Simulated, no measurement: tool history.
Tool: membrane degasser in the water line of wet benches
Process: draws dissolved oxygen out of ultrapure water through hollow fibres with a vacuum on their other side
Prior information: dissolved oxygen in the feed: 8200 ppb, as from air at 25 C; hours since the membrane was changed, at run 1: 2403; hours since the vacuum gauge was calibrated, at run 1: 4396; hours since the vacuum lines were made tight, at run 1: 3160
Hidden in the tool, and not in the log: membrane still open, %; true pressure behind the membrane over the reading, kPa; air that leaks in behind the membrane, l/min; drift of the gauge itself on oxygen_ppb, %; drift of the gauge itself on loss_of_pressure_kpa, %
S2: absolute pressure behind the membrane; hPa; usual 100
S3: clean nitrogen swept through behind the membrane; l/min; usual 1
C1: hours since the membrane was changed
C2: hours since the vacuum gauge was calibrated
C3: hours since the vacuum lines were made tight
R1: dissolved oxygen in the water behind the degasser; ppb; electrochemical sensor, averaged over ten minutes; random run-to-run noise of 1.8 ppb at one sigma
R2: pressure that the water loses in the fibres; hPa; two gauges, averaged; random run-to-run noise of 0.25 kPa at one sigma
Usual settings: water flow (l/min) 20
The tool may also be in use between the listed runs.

run 1 hour=0 | water_flow_(l/min)=20 S2=100 S3=1 | C1=2403 C2=4396 C3=3160 | R1=303.9 R2=691.6
run 2 hour=131 | water_flow_(l/min)=20 S2=223 S3=1 | C1=2534 C2=4527 C3=3291 | R1=800.9 R2=693
run 3 hour=246.2 | water_flow_(l/min)=20 S2=223 S3=1 | C1=2649 C2=4642 C3=3406 | R1=799.1 R2=695.1
run 4 hour=351.4 | water_flow_(l/min)=20 S2=76 S3=1 | C1=2755 C2=4747 C3=3512 | R1=201.9 R2=696.5
run 5 hour=428.8 | water_flow_(l/min)=20 S2=76 S3=1 | C1=2832 C2=4825 C3=3589 | R1=204.6 R2=693.5
run 6 hour=571.9 | water_flow_(l/min)=20 S2=76 S3=1 | C1=2975 C2=4968 C3=3732 | R1=204.2 R2=698.4
run 7 hour=684.2 | water_flow_(l/min)=23 S2=76 S3=1 | C1=3087 C2=5080 C3=3844 | R1=230.5 R2=803.3
run 8 hour=795.8 | water_flow_(l/min)=23 S2=161 S3=1 | C1=3199 C2=5192 C3=3956 | R1=627.4 R2=808.9
run 9 hour=928.3 | water_flow_(l/min)=20 S2=100 S3=1 | C1=3331 C2=5324 C3=4089 | R1=308.6 R2=701.3
run 10 hour=1005.3 | water_flow_(l/min)=20 S2=100 S3=1 | C1=3408 C2=5401 C3=4166 | R1=310.3 R2=702
run 11 hour=1104.7 | water_flow_(l/min)=20 S2=100 S3=1 | C1=3508 C2=5501 C3=4265 | R1=309.6 R2=701.5
run 12 hour=1178.8 | water_flow_(l/min)=20 S2=100 S3=1 | C1=3582 C2=5575 C3=4339 | R1=309.3 R2=702.7
run 13 hour=1291.2 | water_flow_(l/min)=20 S2=100 S3=1 | C1=3694 C2=5687 C3=4451 | R1=309.4 R2=705.8
-- hour=1324.5 seals of the vacuum lines changed
run 14 hour=1362.5 | water_flow_(l/min)=20 S2=197 S3=1 | C1=3764 C2=5756 C3=38 | R1=693.7 R2=707.3
run 15 hour=1429.9 | water_flow_(l/min)=20 S2=197 S3=1 | C1=3831 C2=5824 C3=105 | R1=685.4 R2=705.6
run 16 hour=1534.6 | water_flow_(l/min)=20 S2=197 S3=1 | C1=3936 C2=5928 C3=210 | R1=696.8 R2=706
run 17 hour=1640.5 | water_flow_(l/min)=20 S2=197 S3=1 | C1=4042 C2=6034 C3=316 | R1=693.8 R2=702.4
run 18 hour=1709.3 | water_flow_(l/min)=20 S2=218 S3=1 | C1=4110 C2=6103 C3=385 | R1=777.6 R2=705.4
run 19 hour=1833.3 | water_flow_(l/min)=27 S2=85 S3=1.95 | C1=4234 C2=6227 C3=509 | R1=183.4 R2=951.3

Run 20 comes next. What will it give?
run 20 hour=1926.3 | water_flow_(l/min)=27 S2=85 S3=1.16 | C1=4327 C2=6320 C3=602 | R1=? R2=?

R1: 285.3 ppb
R2: 955.2 hPa
Had the tool carried no hidden state, the very same run would have given R1 275.3 ppb, R2 910.7 hPa.

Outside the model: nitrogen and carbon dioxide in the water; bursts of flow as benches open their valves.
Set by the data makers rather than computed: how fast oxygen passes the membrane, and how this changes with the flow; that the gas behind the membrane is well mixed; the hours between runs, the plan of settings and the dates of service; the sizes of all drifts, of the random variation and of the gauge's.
